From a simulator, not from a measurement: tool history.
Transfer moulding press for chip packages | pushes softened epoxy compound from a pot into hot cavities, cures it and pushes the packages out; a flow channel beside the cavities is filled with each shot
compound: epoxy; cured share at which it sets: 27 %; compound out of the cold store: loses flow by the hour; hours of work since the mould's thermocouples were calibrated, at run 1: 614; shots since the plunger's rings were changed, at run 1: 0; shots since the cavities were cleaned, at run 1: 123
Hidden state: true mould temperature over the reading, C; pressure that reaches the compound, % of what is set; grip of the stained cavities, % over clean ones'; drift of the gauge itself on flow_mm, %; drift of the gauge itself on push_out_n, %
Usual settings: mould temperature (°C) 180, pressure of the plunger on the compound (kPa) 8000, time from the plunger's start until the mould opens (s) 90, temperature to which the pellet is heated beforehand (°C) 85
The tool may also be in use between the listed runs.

| run | hour | mould temperature (°C) | pressure of the plunger on the compound (kPa) | time from the plunger's start until the mould opens (s) | temperature to which the pellet is heated beforehand (°C) | hours of work since the mould's thermocouples were calibrated | shots since the plunger's rings were changed | shots since the cavities were cleaned | incoming compound's hours out of the cold store | length that the compound runs in the flow channel (mm) | greatest force on the pins that push the packages out (N) |
|---|---|---|---|---|---|---|---|---|---|---|---|
| 1 | 0 | 180 | 8000 | 90 | 85 | 614 | 0 | 123 | 32.1 | 815 | 673 |
| 2 | 25.7 | 172 | 8000 | 90 | 85 | 632 | 321 | 444 | 22.6 | 889 | 1588 |
|  | 38.1 | cavities cleaned with cleaning compound and waxed |
| 3 | 59 | 180 | 8000 | 90 | 75 | 654 | 717 | 260 | 46.9 | 756 | 757 |
|  | 86.5 | cavities cleaned with cleaning compound and waxed |
| 4 | 100.7 | 180 | 8000 | 90 | 75 | 682 | 1219 | 177 | 16 | 871 | 778 |
|  | 134.8 | cavities cleaned with cleaning compound and waxed |
| 5 | 138.2 | 180 | 8000 | 90 | 75 | 707 | 1667 | 42 | 39.1 | 770 | 616 |
| 6 | 157.5 | 180 | 8000 | 90 | 75 | 720 | 1908 | 283 | 16.7 | 861 | 834 |
|  | 168.2 | mould's thermocouples calibrated |
|  | 183.5 | cavities cleaned with cleaning compound and waxed |
| 7 | 190.8 | 180 | 8000 | 90 | 75 | 15 | 2280 | 91 | 25.7 | 812 | 666 |
| 8 | 216.2 | 180 | 8000 | 90 | 85 | 32 | 2596 | 407 | 12.8 | 856 | 885 |
|  | 229.9 | cavities cleaned with cleaning compound and waxed |
| 9 | 249.9 | 180 | 8000 | 90 | 79 | 55 | 2998 | 249 | 30.3 | 784 | 750 |
| 10 | 271.5 | 180 | 8000 | 90 | 85 | 70 | 3267 | 518 | 21.3 | 814 | 923 |
|  | 276.3 | cavities cleaned with cleaning compound and waxed |
| 11 | 289.8 | 180 | 8370 | 90 | 85 | 81 | 3477 | 169 | 19.1 | 836 | 713 |
| 12 | 313.8 | 180 | 8370 | 90 | 85 | 98 | 3777 | 469 | 11.3 | 868 | 907 |
|  | 324.7 | cavities cleaned with cleaning compound and waxed |
| 13 | 350.8 | 180 | 8000 | 71 | 85 | 123 | 4219 | 326 | 27.6 | 771 | 1327 |
| 14 | 367.7 | 180 | 8000 | 71 | 85 | 134 | 4430 | 537 | 42.2 | 711 | 1460 |
|  | 372 | cavities cleaned with cleaning compound and waxed |
|  | 398.4 | plunger's sealing rings changed |
| 15 | 412.3 | 178 | 8000 | 90 | 85 | 163 | 173 | 471 | 22.9 | 859 | 985 |
|  | 422.4 | cavities cleaned with cleaning compound and waxed |
| 16 | 440.8 | 175 | 8000 | 90 | 93 | 181 | 510 | 230 | 37.9 | 803 | 950 |
| 17 | 459.8 | 176 | 8000 | 90 | 77 | 195 | 746 | 466 | 13.3 | 905 | 1238 |
|  | 470.7 | cavities cleaned with cleaning compound and waxed |
| 18 | 491.7 | 176 | 8000 | 112 | 77 | 216 | 1127 | 263 | 38.2 | 788 | 692 |
|  | 517.9 | cavities cleaned with cleaning compound and waxed |
| 19 | 521.6 | 176 | 8000 | 112 | 77 | 236 | 1480 | 46 | 32.2 | 807 | 558 |
| 20 | 560.8 | 176 | 8000 | 112 | 77 | 263 | 1969 | 535 | 39.9 | 772 | 828 |
|  | 567.7 | cavities cleaned with cleaning compound and waxed |
| 21 | 599.8 | 186 | 9330 | 116 | 80 | 289 | 2437 | 400 | 42.7 | 787 | 702 |
|  | 615.8 | cavities cleaned with cleaning compound and waxed |
| 22 | 629.4 | 173 | 7030 | 116 | 76 | 308 | 2787 | 169 | 11.1 | 835 | 718 |
|  | 664 | cavities cleaned with cleaning compound and waxed |
| 23 | 669.1 | 173 | 7030 | 77 | 76 | 335 | 3264 | 64 | 16.2 | 812 | 1569 |
| 24 | 697.7 | 173 | 7030 | 78 | 90 | 355 | 3620 | 420 | 44.4 | 695 | 1764 |
|  | 710.5 | cavities cleaned with cleaning compound and waxed |
| 25 | 716.1 | 173 | 7030 | 78 | 90 | 367 | 3831 | 70 | 9.1 | 824 | 1497 |
| 26 | 746.1 | 173 | 7030 | 78 | 90 | 387 | 4204 | 443 | 22.6 | 770 | 1976 |
|  | 756.9 | cavities cleaned with cleaning compound and waxed |
| 27 | 784 | 181 | 9210 | 112 | 82 | 413 | 4659 | 338 | 14.4 | 883 | 649 |
|  | 794.4 | plunger's sealing rings changed |
|  | 808.6 | cavities cleaned with cleaning compound and waxed |
| 28 | 816.2 | 181 | 9210 | 112 | 82 | 432 | 254 | 95 | 10.1 | 973 | 554 |

Forecast each of these 3 alternatives for the next run:
| A | 844.9 | 181 | 6870 | 76 | 76 | 452 | 612 | 453 | 21.9 | ? | ? |
| B | 844.9 | 180 | 8000 | 109 | 85 | 452 | 612 | 453 | 14.3 | ? | ? |
| C | 844.9 | 181 | 9430 | 112 | 83 | 452 | 612 | 453 | 16.5 | ? | ? |

| run | length that the compound runs in the flow channel (mm) | greatest force on the pins that push the packages out (N) |
|---|---|---|
| A | 787 | 1232 |
| B | 891 | 715 |
| C | 948 | 728 |
Without the tool's hidden state the same runs would have given:
| run | length that the compound runs in the flow channel (mm) | greatest force on the pins that push the packages out (N) |
|---|---|---|
| A | 797 | 747 |
| B | 902 | 452 |
| C | 959 | 465 |

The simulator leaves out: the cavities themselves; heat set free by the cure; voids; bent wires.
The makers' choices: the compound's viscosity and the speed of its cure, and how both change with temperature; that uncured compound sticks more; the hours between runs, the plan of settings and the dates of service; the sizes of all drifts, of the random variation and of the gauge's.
